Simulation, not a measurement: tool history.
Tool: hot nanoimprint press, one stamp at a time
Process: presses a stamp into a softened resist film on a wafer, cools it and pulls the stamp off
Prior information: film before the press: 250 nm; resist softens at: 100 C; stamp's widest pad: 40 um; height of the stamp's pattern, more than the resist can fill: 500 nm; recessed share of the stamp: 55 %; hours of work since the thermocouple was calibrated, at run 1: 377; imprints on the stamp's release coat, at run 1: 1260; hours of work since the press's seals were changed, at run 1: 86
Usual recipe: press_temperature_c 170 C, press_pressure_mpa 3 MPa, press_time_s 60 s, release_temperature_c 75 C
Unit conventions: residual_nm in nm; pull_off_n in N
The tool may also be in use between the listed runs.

run	hour	press_temperature_c	press_pressure_mpa	press_time_s	release_temperature_c	hours of work since the thermocouple was calibrated	imprints on the stamp's release coat	hours of work since the press's seals were changed	residual_nm	pull_off_n
1	0	170	3	60	75	377	1260	86	139.7	219
2	7.4	170	3	60	75	382	1279	91	138.8	221
3	13.8	170	3	60	75	386	1296	95	138.4	219
4	25.2	170	3	60	62	393	1325	102	137.5	235
5	35	170	3	60	62	399	1350	108	137.9	238
6	42.1	170	3	60	66	404	1369	113	139	236
7	53.1	161	3	60	75	411	1397	120	198.4	228
8	65.2	170	3	60	72	419	1428	128	139.7	228
9	74.8	170	3	60	72	425	1453	134	139.6	229
10	84.8	170	3	60	72	431	1479	140	138.5	226
11	91.1	170	3	60	63	435	1495	144	140.9	244
12	99.6	170	3	95	75	441	1517	150	118.1	228
13	111.7	168	3	60	75	449	1548	158	153.6	225
14	119.5	168	3	60	75	454	1569	163	154.9	234
15	126.9	170	3	60	75	458	1588	167	139.6	230
16	136.3	170	3	60	75	464	1612	173	140.7	228
17	144.2	170	3	60	75	469	1632	178	138.2	227
18	152.8	171	2.55	60	75	475	1655	184	140.7	239
19	160.5	171	2.55	60	75	480	1674	189	143.1	230
20	168.6	170	2.25	60	75	485	1695	194	152.9	228
21	174.9	170	2.25	60	75	489	1712	198	156.3	240
22	184.6	170	2.25	60	75	495	1737	204	154.8	232
23	190.1	170	4.72	38	67	499	1751	208	140.3	254
24	197.3	176	3.14	60	75	503	1770	212	102.5	235
25	207	178	2.55	97	70	510	1795	219	81	257
26	217.9	178	3	49	75	517	1823	226	102	244
27	226.7	169	3	60	66	522	1845	231	147.7	258
28	235.1	169	3	60	66	528	1867	237	146.9	245

What will run 29 give?
# hour 240.8: plate thermocouple calibrated
29	243.5	178	3.24	60	75	2	1881	240	?	?

{"run 29": {"residual_nm": 85.1, "pull_off_n": 240}}
On a tool with no hidden condition, and with the same random variation, this run would have come out at residual_nm 84.5 nm, pull_off_n 168 N.
